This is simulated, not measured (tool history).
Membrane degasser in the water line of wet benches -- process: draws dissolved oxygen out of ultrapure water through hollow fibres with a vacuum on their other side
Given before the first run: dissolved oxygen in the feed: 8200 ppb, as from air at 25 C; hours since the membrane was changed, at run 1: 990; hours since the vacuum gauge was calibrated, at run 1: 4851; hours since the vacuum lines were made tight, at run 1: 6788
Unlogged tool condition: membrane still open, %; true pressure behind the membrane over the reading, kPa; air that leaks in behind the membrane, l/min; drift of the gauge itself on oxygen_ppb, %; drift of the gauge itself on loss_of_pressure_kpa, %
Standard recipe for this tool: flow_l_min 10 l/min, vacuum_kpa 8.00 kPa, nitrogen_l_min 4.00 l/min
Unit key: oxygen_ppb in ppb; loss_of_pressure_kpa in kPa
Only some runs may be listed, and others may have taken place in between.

| run | day | flow_l_min | vacuum_kpa | nitrogen_l_min | hours since the membrane was changed | hours since the vacuum gauge was calibrated | hours since the vacuum lines were made tight | oxygen_ppb | loss_of_pressure_kpa |
|---|---|---|---|---|---|---|---|---|---|
| 1 | 0.000 | 10 | 8.00 | 4.00 | 990 | 4851 | 6788 | 301.0 | 38.94 |
| 2 | 2.079 | 10 | 8.00 | 4.00 | 1040 | 4901 | 6838 | 303.3 | 39.22 |
| 3 | 4.108 | 7 | 8.00 | 4.00 | 1089 | 4949 | 6886 | 115.1 | 27.45 |
| 4 | 5.921 | 7 | 18.87 | 4.00 | 1132 | 4993 | 6930 | 163.7 | 27.66 |
| 5 | 7.158 | 7 | 18.87 | 4.00 | 1162 | 5023 | 6960 | 167.3 | 27.54 |
| 6 | 8.321 | 7 | 5.92 | 4.00 | 1190 | 5050 | 6987 | 106.8 | 27.63 |
|  | 9.217 | vacuum gauge calibrated |
| 7 | 9.750 | 10 | 8.00 | 4.00 | 1224 | 13 | 7021 | 304.8 | 39.32 |
| 8 | 11.196 | 10 | 8.00 | 4.00 | 1259 | 48 | 7056 | 301.5 | 39.20 |
| 9 | 13.275 | 10 | 6.18 | 1.97 | 1309 | 97 | 7106 | 313.9 | 38.83 |
| 10 | 15.600 | 8 | 8.00 | 4.00 | 1364 | 153 | 7162 | 172.3 | 31.34 |
|  | 16.721 | vacuum gauge calibrated, once more |
| 11 | 18.029 | 12 | 13.65 | 7.89 | 1422 | 31 | 7219 | 472.4 | 47.07 |
| 12 | 20.017 | 16 | 8.00 | 5.37 | 1470 | 79 | 7267 | 831.3 | 62.85 |
| 13 | 22.050 | 6 | 17.88 | 6.47 | 1519 | 128 | 7316 | 89.4 | 23.65 |

Here are 4 independent what-if runs from the current tool condition. What would each one return?
| A | 24.008 | 6 | 17.88 | 2.58 | 1566 | 175 | 7363 | ? | ? |
| B | 24.008 | 9 | 12.84 | 4.00 | 1566 | 175 | 7363 | ? | ? |
| C | 24.008 | 6 | 4.97 | 6.74 | 1566 | 175 | 7363 | ? | ? |
| D | 24.008 | 7 | 6.65 | 4.32 | 1566 | 175 | 7363 | ? | ? |

| run | oxygen_ppb | loss_of_pressure_kpa |
|---|---|---|
| A | 146.0 | 23.94 |
| B | 259.1 | 35.53 |
| C | 57.1 | 23.93 |
| D | 110.6 | 27.66 |
Stripped of hidden state, with their random variation kept, the same runs would have yielded:
| run | oxygen_ppb | loss_of_pressure_kpa |
|---|---|---|
| A | 134.3 | 23.75 |
| B | 249.4 | 35.24 |
| C | 54.7 | 23.74 |
| D | 105.9 | 27.44 |
